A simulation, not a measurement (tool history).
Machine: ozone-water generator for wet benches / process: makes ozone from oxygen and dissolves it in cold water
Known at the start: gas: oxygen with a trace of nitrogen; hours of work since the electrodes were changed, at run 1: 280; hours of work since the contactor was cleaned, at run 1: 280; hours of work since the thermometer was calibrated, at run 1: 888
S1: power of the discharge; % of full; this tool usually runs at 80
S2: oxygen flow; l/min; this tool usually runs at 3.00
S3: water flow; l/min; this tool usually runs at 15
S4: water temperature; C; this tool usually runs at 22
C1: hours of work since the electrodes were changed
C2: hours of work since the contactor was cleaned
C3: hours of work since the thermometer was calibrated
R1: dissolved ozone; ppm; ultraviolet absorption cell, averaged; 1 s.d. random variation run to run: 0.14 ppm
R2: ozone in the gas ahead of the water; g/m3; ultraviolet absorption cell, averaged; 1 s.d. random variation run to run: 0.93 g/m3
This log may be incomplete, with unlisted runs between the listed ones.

run	hour	S1	S2	S3	S4	C1	C2	C3	R1	R2
1	0.0	80	3.00	15	22	280	280	888	15.0	154.9
2	47.6	80	3.00	15	25	309	309	918	14.5	155.5
3	90.0	80	3.01	15	22	336	336	944	15.1	153.6
4	170.6	80	3.01	15	22	386	386	994	15.1	153.4
5	231.9	80	3.01	15	22	424	424	1032	15.2	153.6
6	325.2	80	3.01	15	22	482	482	1091	15.0	153.6
7	410.2	63	3.00	15	22	535	535	1143	12.9	129.8
8	476.6	63	3.00	15	14	576	576	1185	13.8	130.4
9	531.5	63	3.00	15	14	610	610	1219	14.0	128.7
10	609.4	63	3.00	15	14	659	659	1267	13.8	128.9
11	713.2	63	3.00	15	14	724	724	1332	13.9	128.6
12	800.5	63	3.00	15	14	778	778	1386	14.0	127.7
13	870.7	63	3.00	15	14	822	822	1430	14.0	129.3
14	965.4	63	3.00	15	14	880	880	1489	13.9	127.9
15	1065.9	63	3.00	15	14	943	943	1551	14.1	127.8
16	1129.6	80	1.91	15	22	983	983	1591	12.7	172.1
17	1188.4	99	3.20	15	22	1019	1019	1628	17.0	169.3
18	1264.6	99	3.20	20	29	1067	1067	1675	12.1	168.5
19	1318.8	62	3.94	14	19	1100	1100	1709	14.4	114.8
20	1377.4	62	3.27	12	19	1137	1137	1745	15.5	123.0
21	1457.9	62	3.27	12	19	1187	1187	1795	15.2	120.9
22	1507.1	62	3.27	12	19	1218	1218	1826	15.6	120.8
23	1573.4	47	4.52	16	22	1259	1259	1867	10.5	92.0
24	1671.1	83	4.52	9	22	1320	1320	1928	22.0	132.8
25	1724.9	82	2.60	15	25	1353	1353	1962	13.6	159.2
26	1815.2	82	2.60	15	25	1409	1409	2018	13.4	156.5
27	1863.4	82	2.60	15	25	1439	1439	2048	13.5	157.9
28	1919.7	80	3.00	10	17	1474	1474	2083	20.9	147.6
29	2020.0	80	2.59	15	22	1537	1537	2145	13.6	152.4
30	2071.1	80	2.59	15	22	1568	1568	2177	13.7	156.1
31	2171.8	80	3.79	15	15	1631	1631	2240	16.5	136.4
32	2262.5	80	2.90	11	24	1688	1688	2296	17.1	148.3

Same runs, no hidden state in the tool, same run-to-run variation:
The tool's hidden condition here consists of: yield of the discharge, % of new electrodes'; contactor's efficiency, % of a clean one's; true water temperature over the reading, C; drift of the gauge itself on ozone_ppm, %; drift of the gauge itself on gas_g_m3, %.
run	R1	R2
1	15.3	156.6
2	14.8	157.4
3	15.4	155.6
4	15.5	155.7
5	15.6	156.1
6	15.5	156.4
7	13.2	132.1
8	14.3	132.8
9	14.4	131.3
10	14.3	131.7
11	14.4	131.7
12	14.6	131.0
13	14.6	132.9
14	14.5	131.7
15	14.7	131.8
16	13.4	178.8
17	18.1	177.1
18	13.0	176.6
19	15.2	119.0
20	16.4	127.6
21	16.0	125.6
22	16.5	125.7
23	11.2	95.0
24	23.6	140.0
25	14.7	167.8
26	14.5	165.5
27	14.6	167.1
28	22.6	156.3
29	14.8	161.8
30	14.9	165.9
31	18.1	145.3
32	18.6	158.3

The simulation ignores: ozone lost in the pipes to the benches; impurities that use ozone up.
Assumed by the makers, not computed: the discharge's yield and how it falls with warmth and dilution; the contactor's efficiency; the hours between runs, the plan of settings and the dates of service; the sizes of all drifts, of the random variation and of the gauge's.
